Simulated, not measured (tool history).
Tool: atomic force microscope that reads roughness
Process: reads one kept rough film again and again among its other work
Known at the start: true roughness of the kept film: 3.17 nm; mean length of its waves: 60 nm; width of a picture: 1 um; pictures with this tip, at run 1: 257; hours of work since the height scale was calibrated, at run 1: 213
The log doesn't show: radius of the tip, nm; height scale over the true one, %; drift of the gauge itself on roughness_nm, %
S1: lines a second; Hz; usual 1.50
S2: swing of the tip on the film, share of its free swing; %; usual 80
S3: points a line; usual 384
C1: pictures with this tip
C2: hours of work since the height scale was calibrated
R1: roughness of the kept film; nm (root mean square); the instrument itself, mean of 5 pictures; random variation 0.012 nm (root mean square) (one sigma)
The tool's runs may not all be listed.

run	hour	S1	S2	S3	C1	C2	R1
1	0.0	1.50	80	384	257	213	2.564
2	7.0	1.50	80	384	268	218	2.553
3	14.2	1.50	80	384	280	224	2.543
4	19.3	1.50	80	679	288	227	2.563
5	26.2	1.50	80	384	299	232	2.553
# hour 29.2: new tip fitted
6	34.0	1.50	80	365	7	238	2.688
7	41.3	1.50	77	384	19	243	2.733
8	47.9	0.58	80	384	30	248	2.920
9	53.4	1.50	80	384	39	252	2.660
10	64.1	1.50	80	384	56	259	2.652
11	70.5	1.50	80	384	67	264	2.667
12	76.4	1.50	80	384	76	268	2.665
13	84.1	1.50	80	384	89	274	2.649
14	91.1	2.90	80	384	100	279	2.375
15	97.4	2.90	80	384	111	283	2.360
16	107.8	2.90	80	384	128	291	2.358
17	113.7	2.90	80	384	137	295	2.340
18	122.4	2.90	80	384	151	302	2.323
19	129.0	2.90	80	384	162	306	2.344
20	136.8	2.90	80	384	175	312	2.329
21	143.5	2.90	80	384	186	317	2.335
22	149.1	1.50	80	384	195	321	2.602
23	159.5	1.50	80	384	212	328	2.598
24	169.0	1.50	80	384	227	335	2.585
25	178.6	1.50	80	384	243	342	2.575
26	188.0	1.50	80	384	259	349	2.593
27	195.3	1.50	80	384	270	354	2.556
28	202.5	1.50	69	580	282	359	2.704
29	211.6	1.50	69	580	297	366	2.715
# hour 216.4: new tip fitted
30	217.0	3.14	76	485	1	370	2.461
31	224.2	0.65	76	344	13	375	2.947
32	230.7	0.65	76	344	23	379	2.941
33	240.1	0.61	80	558	39	386	2.898
34	247.5	1.50	55	362	51	392	2.987
35	256.3	1.50	55	362	65	398	2.938
36	265.5	1.50	72	384	80	405	2.764
37	273.6	0.87	65	384	93	410	2.905
38	278.4	1.50	66	952	101	414	2.834
39	287.4	0.96	80	299	116	420	2.767
40	294.8	0.96	80	299	128	426	2.760
41	301.6	0.96	80	299	139	431	2.757
42	308.5	0.96	80	299	150	436	2.750
43	318.2	2.48	81	384	166	443	2.392
44	326.5	2.48	81	384	179	449	2.386
45	332.3	3.96	60	384	189	453	2.669
46	340.3	1.80	75	384	202	459	2.618
47	346.1	1.80	75	384	211	463	2.616
48	352.7	1.80	75	384	222	468	2.605
49	359.3	1.50	57	384	233	472	2.884
50	365.9	2.55	80	951	244	477	2.348
51	375.3	1.56	80	384	259	484	2.560
52	381.2	1.50	80	668	269	488	2.572
53	389.1	2.46	63	668	282	494	2.692

Hidden state at the last listed run before each entry between runs and at the first one after, where it differs:
Between runs 5 and 6: new tip fitted (hour 29.2)
  radius of the tip, nm: 21.7 -> 5.8
  measured less the result without the state, R1: -0.150 -> -0.012 nm (root mean square)
Between runs 29 and 30: new tip fitted (hour 216.4)
  radius of the tip, nm: 20.7 -> 5.6
  measured less the result without the state, R1: -0.152 -> -0.011 nm (root mean square)
